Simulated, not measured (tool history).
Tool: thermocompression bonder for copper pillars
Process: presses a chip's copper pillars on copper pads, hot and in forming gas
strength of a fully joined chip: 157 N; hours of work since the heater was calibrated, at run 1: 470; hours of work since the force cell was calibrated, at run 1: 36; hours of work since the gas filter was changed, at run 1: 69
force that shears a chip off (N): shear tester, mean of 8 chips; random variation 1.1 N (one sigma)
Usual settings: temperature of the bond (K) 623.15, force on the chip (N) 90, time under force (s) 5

run,day,temperature of the bond (K),force on the chip (N),time under force (s),hours of work since the heater was calibrated,hours of work since the force cell was calibrated,hours of work since the gas filter was changed,force that shears a chip off (N)
1,0.000,623.15,90,5,470,36,69,101.4
2,0.333,623.15,133,5,475,41,73,124.4
3,0.592,623.15,133,5,478,44,77,125.6
4,0.929,623.15,133,5,483,49,82,125.7
5,1.333,623.15,133,5,489,55,87,124.6
6,1.525,623.15,133,5,491,57,90,125.5
7,1.829,623.15,133,5,496,62,94,124.8
8,2.033,620.15,90,5,499,64,97,100.9
9,2.488,605.15,90,5,505,71,104,89.7
10,2.775,605.15,90,5,509,75,108,87.1
11,3.096,605.15,90,5,514,79,112,88.5
12,3.488,623.15,90,5,519,85,118,101.7
13,3.838,623.15,90,5,524,90,123,101.1
14,4.125,623.15,90,5,528,94,127,100.8
15,4.508,595.15,58,14,533,99,132,79.4
16,4.746,596.15,89,6,537,103,135,87.3
17,4.958,596.15,90,8,540,106,138,94.9
18,5.350,623.15,90,7,545,111,144,110.9
19,5.808,623.15,90,7,552,117,150,109.0
20,6.175,643.15,90,11,557,123,155,131.2
21,6.504,617.15,103,6,561,127,160,109.3
22,6.875,608.15,63,10,567,133,165,86.7
23,7.275,597.15,90,5,572,138,171,81.4
24,7.696,634.15,90,5,578,144,177,106.8
25,7.950,639.15,75,4,582,148,180,93.2
26,8.346,608.15,129,7,587,153,186,121.5
27,8.583,608.15,129,7,591,157,189,119.3

3 ways to go on from here, each from the tool as it stands after run 27. What would each give?
A,8.829,652.15,90,5,594,160,193,?
B,8.829,603.15,127,8,594,160,193,?
C,8.829,608.15,132,7,594,160,193,?

run,force that shears a chip off (N)
A,115.6
B,119.1
C,120.3
Without the tool's hidden state the same runs would have given:
run,force that shears a chip off (N)
A,120.0
B,123.1
C,124.7
